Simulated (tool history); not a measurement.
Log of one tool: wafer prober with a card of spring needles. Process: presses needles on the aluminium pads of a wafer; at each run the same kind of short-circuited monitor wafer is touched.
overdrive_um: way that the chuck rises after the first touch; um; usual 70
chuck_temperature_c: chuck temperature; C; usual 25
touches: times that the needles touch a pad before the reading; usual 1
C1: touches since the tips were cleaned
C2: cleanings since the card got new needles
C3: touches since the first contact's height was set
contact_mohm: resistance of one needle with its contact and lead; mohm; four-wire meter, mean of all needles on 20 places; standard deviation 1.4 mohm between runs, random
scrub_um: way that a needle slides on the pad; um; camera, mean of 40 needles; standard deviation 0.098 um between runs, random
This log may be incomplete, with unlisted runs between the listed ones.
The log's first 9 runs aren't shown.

-- hour=54.3 tips cleaned on abrasive film
run 10 hour=55.8 | overdrive_um=70 chuck_temperature_c=42 touches=2 | C1=770 C2=28 C3=91719 | contact_mohm=138 scrub_um=13.9
-- hour=60.5 tips cleaned on abrasive film
run 11 hour=64.8 | overdrive_um=70 chuck_temperature_c=104 touches=2 | C1=2160 C2=29 C3=96195 | contact_mohm=155 scrub_um=13.86
-- hour=66.7 tips cleaned on abrasive film
run 12 hour=70.1 | overdrive_um=70 chuck_temperature_c=25 touches=1 | C1=1702 C2=30 C3=98849 | contact_mohm=173 scrub_um=14
-- hour=72.5 tips cleaned on abrasive film
-- hour=76.3 height of the first contact set anew
run 13 hour=76.4 | overdrive_um=70 chuck_temperature_c=37 touches=1 | C1=1793 C2=31 C3=41 | contact_mohm=169 scrub_um=14.76
-- hour=78.9 tips cleaned on abrasive film
run 14 hour=82.8 | overdrive_um=70 chuck_temperature_c=25 touches=1 | C1=1991 C2=32 C3=3234 | contact_mohm=168 scrub_um=14.7
-- hour=84.9 tips cleaned on abrasive film
run 15 hour=87 | overdrive_um=70 chuck_temperature_c=83 touches=1 | C1=1051 C2=33 C3=5301 | contact_mohm=155 scrub_um=14.59
-- hour=91.1 tips cleaned on abrasive film
run 16 hour=92.2 | overdrive_um=70 chuck_temperature_c=83 touches=1 | C1=579 C2=34 C3=7888 | contact_mohm=152 scrub_um=14.55
-- hour=97.3 tips cleaned on abrasive film
run 17 hour=98.6 | overdrive_um=60 chuck_temperature_c=25 touches=2 | C1=688 C2=35 C3=11077 | contact_mohm=139 scrub_um=12.32
-- hour=103.1 tips cleaned on abrasive film
run 18 hour=103.5 | overdrive_um=60 chuck_temperature_c=25 touches=2 | C1=213 C2=36 C3=13472 | contact_mohm=130 scrub_um=12.74
-- hour=108.9 tips cleaned on abrasive film
run 19 hour=109.8 | overdrive_um=80 chuck_temperature_c=83 touches=2 | C1=459 C2=37 C3=16600 | contact_mohm=130 scrub_um=16.59
-- hour=115.4 tips cleaned on abrasive film
run 20 hour=116.8 | overdrive_um=54 chuck_temperature_c=48 touches=2 | C1=709 C2=38 C3=20082 | contact_mohm=151 scrub_um=11.26
run 21 hour=120.7 | overdrive_um=54 chuck_temperature_c=48 touches=2 | C1=2678 C2=38 C3=22051 | contact_mohm=184 scrub_um=11.17
-- hour=121.3 tips cleaned on abrasive film
-- hour=127.2 tips cleaned on abrasive film
run 22 hour=128.1 | overdrive_um=64 chuck_temperature_c=69 touches=1 | C1=477 C2=40 C3=25715 | contact_mohm=151 scrub_um=13.34
run 23 hour=132.6 | overdrive_um=71 chuck_temperature_c=114 touches=2 | C1=2745 C2=40 C3=27983 | contact_mohm=161 scrub_um=14.76
-- hour=133.6 tips cleaned on abrasive film
-- hour=139.6 tips cleaned on abrasive film
run 24 hour=139.6 | overdrive_um=71 chuck_temperature_c=114 touches=2 | C1=0 C2=42 C3=31422 | contact_mohm=131 scrub_um=14.6
-- hour=145.4 tips cleaned on abrasive film
run 25 hour=147.2 | overdrive_um=88 chuck_temperature_c=63 touches=2 | C1=886 C2=43 C3=35191 | contact_mohm=129 scrub_um=18.25
-- hour=151.3 tips cleaned on abrasive film
run 26 hour=152.3 | overdrive_um=88 chuck_temperature_c=33 touches=2 | C1=507 C2=44 C3=37712 | contact_mohm=123 scrub_um=18.41
-- hour=157.1 tips cleaned on abrasive film
run 27 hour=160.1 | overdrive_um=88 chuck_temperature_c=33 touches=2 | C1=1538 C2=45 C3=41621 | contact_mohm=132 scrub_um=18.12
-- hour=162.8 tips cleaned on abrasive film
-- hour=168.8 tips cleaned on abrasive film
run 28 hour=169.1 | overdrive_um=84 chuck_temperature_c=31 touches=1 | C1=137 C2=47 C3=46047 | contact_mohm=120 scrub_um=17.18
-- hour=174.7 tips cleaned on abrasive film
run 29 hour=176.5 | overdrive_um=64 chuck_temperature_c=42 touches=2 | C1=940 C2=48 C3=49752 | contact_mohm=142 scrub_um=13.18
-- hour=180.5 tips cleaned on abrasive film
run 30 hour=182.3 | overdrive_um=68 chuck_temperature_c=42 touches=2 | C1=914 C2=49 C3=52620 | contact_mohm=141 scrub_um=13.82
-- hour=186.6 tips cleaned on abrasive film
run 31 hour=190.6 | overdrive_um=85 chuck_temperature_c=33 touches=3 | C1=2049 C2=50 C3=56785 | contact_mohm=129 scrub_um=17.36

Below are 3 alternative next runs, each starting from the tool's condition after run 31. Predict each:
-- hour=192.7 tips cleaned on abrasive film
run A hour=196.8 | overdrive_um=55 chuck_temperature_c=25 touches=3 | C1=2072 C2=51 C3=59837 | contact_mohm=? scrub_um=?
-- hour=192.7 tips cleaned on abrasive film
run B hour=196.8 | overdrive_um=70 chuck_temperature_c=106 touches=2 | C1=2072 C2=51 C3=59837 | contact_mohm=? scrub_um=?
-- hour=192.7 tips cleaned on abrasive film
run C hour=196.8 | overdrive_um=70 chuck_temperature_c=25 touches=2 | C1=2072 C2=51 C3=59837 | contact_mohm=? scrub_um=?

run=A contact_mohm=153 scrub_um=11.12
run=B contact_mohm=160 scrub_um=14.36
run=C contact_mohm=152 scrub_um=14.16
With no hidden state in the tool, these same runs would have given:
run=A contact_mohm=117 scrub_um=11.57
run=B contact_mohm=127 scrub_um=14.8
run=C contact_mohm=115 scrub_um=14.6
